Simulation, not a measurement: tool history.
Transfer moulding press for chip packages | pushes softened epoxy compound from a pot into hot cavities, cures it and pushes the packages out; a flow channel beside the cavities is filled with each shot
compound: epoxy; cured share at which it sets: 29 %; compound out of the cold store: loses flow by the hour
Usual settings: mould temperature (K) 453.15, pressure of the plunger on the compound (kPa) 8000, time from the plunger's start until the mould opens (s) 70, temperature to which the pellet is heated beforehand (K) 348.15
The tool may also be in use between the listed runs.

run	hour	mould temperature (K)	pressure of the plunger on the compound (kPa)	time from the plunger's start until the mould opens (s)	temperature to which the pellet is heated beforehand (K)	incoming compound's hours out of the cold store	length that the compound runs in the flow channel (mm)	greatest force on the pins that push the packages out (N)
1	0.0	453.15	8000	70	348.15	36.5	819	753
2	13.8	453.15	8000	70	348.15	15.6	913	873
# hour 22.7: plunger's sealing rings changed
3	30.4	453.15	8000	70	348.15	36.3	839	938
# hour 45.2: cavities cleaned with cleaning compound and waxed
4	47.8	453.15	6790	70	348.15	16.8	859	547
5	62.5	453.15	8000	70	348.15	28.2	874	718
6	80.6	453.15	8000	70	348.15	22.3	900	865
7	93.3	449.15	8000	70	348.15	12.7	964	1194
8	106.1	447.15	8000	70	348.15	18.4	943	1457
# hour 110.5: cavities cleaned with cleaning compound and waxed
9	134.9	453.15	6870	70	348.15	39.6	759	764
10	155.8	453.15	6870	70	348.15	37.2	762	893
11	171.5	453.15	6870	70	348.15	46.2	728	996
# hour 176.7: cavities cleaned with cleaning compound and waxed
12	199.5	453.15	6870	70	348.15	46.1	725	745
13	218.3	453.15	8000	70	348.15	41.7	800	874
# hour 243.0: cavities cleaned with cleaning compound and waxed
14	248.8	459.15	8000	70	348.15	34.2	802	487
# hour 265.9: plunger's sealing rings changed
15	274.3	453.15	9720	70	348.15	41.2	911	785
# hour 283.1: mould's thermocouples calibrated
16	302.1	453.15	9720	70	348.15	8.4	1077	1041
# hour 312.4: cavities cleaned with cleaning compound and waxed
17	326.9	459.15	6850	70	346.15	23.5	810	587
18	351.0	459.15	8040	62	346.15	36.2	818	822
19	364.2	459.15	9230	62	352.15	35.0	876	857
# hour 377.8: cavities cleaned with cleaning compound and waxed
20	392.6	448.15	8000	96	348.15	16.9	949	616
21	418.5	452.15	8790	96	348.15	38.1	861	728
22	434.4	459.15	8790	51	348.15	33.7	855	1199
# hour 444.0: cavities cleaned with cleaning compound and waxed
23	454.4	459.15	8790	51	348.15	24.1	901	805
24	472.5	459.15	8790	51	343.15	45.3	799	995
25	487.6	457.15	8000	83	348.15	11.9	918	761
26	505.4	457.15	8000	83	348.15	45.2	768	825
# hour 509.3: plunger's sealing rings changed
# hour 512.3: cavities cleaned with cleaning compound and waxed
27	536.4	457.15	8000	83	348.15	29.9	855	651

Forecast run 28:
28	556.5	453.15	9870	91	348.15	24.3	?	?

length that the compound runs in the flow channel (mm): 996
greatest force on the pins that push the packages out (N): 773
Without the tool's hidden state the same run would have given length that the compound runs in the flow channel (mm) 1004, greatest force on the pins that push the packages out (N) 405.
